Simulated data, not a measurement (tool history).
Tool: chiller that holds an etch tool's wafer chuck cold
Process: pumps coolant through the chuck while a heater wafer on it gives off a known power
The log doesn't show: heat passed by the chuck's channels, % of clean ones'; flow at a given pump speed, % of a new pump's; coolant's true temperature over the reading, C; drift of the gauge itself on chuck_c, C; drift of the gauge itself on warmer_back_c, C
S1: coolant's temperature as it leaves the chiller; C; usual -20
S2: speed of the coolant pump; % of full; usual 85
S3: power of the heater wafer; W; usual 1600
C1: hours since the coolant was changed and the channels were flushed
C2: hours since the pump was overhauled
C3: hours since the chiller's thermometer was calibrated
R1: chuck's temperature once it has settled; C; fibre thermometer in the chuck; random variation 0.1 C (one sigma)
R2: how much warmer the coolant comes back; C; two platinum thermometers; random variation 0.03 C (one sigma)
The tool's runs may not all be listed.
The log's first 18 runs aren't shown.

{"run": 19, "hour": 766.8, "S1": -21, "S2": 70, "S3": 1004, "C1": 4535, "C2": 234, "C3": 1813, "R1": -4.4, "R2": 3.04}
{"hour": 799.6, "done": "coolant pump overhauled, once more"}
{"run": 20, "hour": 816.6, "S1": -29, "S2": 85, "S3": 1276, "C1": 4580, "C2": 17, "C3": 1858, "R1": -11.5, "R2": 2.93}
{"run": 21, "hour": 854.8, "S1": -20, "S2": 84, "S3": 2381, "C1": 4618, "C2": 55, "C3": 1896, "R1": 12.8, "R2": 5.67}
{"run": 22, "hour": 907.7, "S1": -17, "S2": 85, "S3": 861, "C1": 4671, "C2": 108, "C3": 1949, "R1": -5.1, "R2": 1.96}
{"hour": 929.7, "done": "coolant changed, channels flushed"}
{"run": 23, "hour": 967.6, "S1": -19, "S2": 87, "S3": 1600, "C1": 38, "C2": 162, "C3": 2003, "R1": -0.4, "R2": 3.67}
{"run": 24, "hour": 992.9, "S1": -19, "S2": 87, "S3": 1600, "C1": 63, "C2": 187, "C3": 2029, "R1": -0.4, "R2": 3.63}
{"run": 25, "hour": 1030.9, "S1": -21, "S2": 95, "S3": 1945, "C1": 101, "C2": 225, "C3": 2067, "R1": 0, "R2": 4.07}
{"run": 26, "hour": 1077.2, "S1": -26, "S2": 99, "S3": 1600, "C1": 147, "C2": 272, "C3": 2113, "R1": -9.2, "R2": 3.16}
{"run": 27, "hour": 1119.3, "S1": -13, "S2": 86, "S3": 2218, "C1": 190, "C2": 314, "C3": 2155, "R1": 13.1, "R2": 5.08}
{"run": 28, "hour": 1182.0, "S1": -13, "S2": 72, "S3": 1930, "C1": 252, "C2": 376, "C3": 2218, "R1": 13.3, "R2": 5.35}
{"run": 29, "hour": 1228.6, "S1": -13, "S2": 83, "S3": 1930, "C1": 299, "C2": 423, "C3": 2264, "R1": 10.4, "R2": 4.67}
{"run": 30, "hour": 1284.0, "S1": -13, "S2": 83, "S3": 1930, "C1": 354, "C2": 478, "C3": 2320, "R1": 10.3, "R2": 4.65}
{"run": 31, "hour": 1328.4, "S1": -20, "S2": 97, "S3": 1702, "C1": 399, "C2": 523, "C3": 2364, "R1": -1.7, "R2": 3.42}

5 ways to go on from here, each from the tool as it stands after run 31. What would each give?
{"run": "A", "hour": 1367.2, "S1": -20, "S2": 97, "S3": 1689, "C1": 437, "C2": 562, "C3": 2403, "R1": "?", "R2": "?"}
{"run": "B", "hour": 1367.2, "S1": -10, "S2": 73, "S3": 1702, "C1": 437, "C2": 562, "C3": 2403, "R1": "?", "R2": "?"}
{"run": "C", "hour": 1367.2, "S1": -26, "S2": 87, "S3": 899, "C1": 437, "C2": 562, "C3": 2403, "R1": "?", "R2": "?"}
{"run": "D", "hour": 1367.2, "S1": -24, "S2": 92, "S3": 1702, "C1": 437, "C2": 562, "C3": 2403, "R1": "?", "R2": "?"}
{"run": "E", "hour": 1367.2, "S1": -20, "S2": 67, "S3": 1600, "C1": 437, "C2": 562, "C3": 2403, "R1": "?", "R2": "?"}

run=A R1=-1.8 R2=3.47
run=B R1=13.2 R2=4.69
run=C R1=-15.3 R2=2.04
run=D R1=-4.8 R2=3.64
run=E R1=3.4 R2=4.79
Without the tool's hidden state the same runs would have given:
run=A R1=-2.5 R2=3.44
run=B R1=12.4 R2=4.64
run=C R1=-15.8 R2=2.02
run=D R1=-5.5 R2=3.61
run=E R1=2.6 R2=4.73
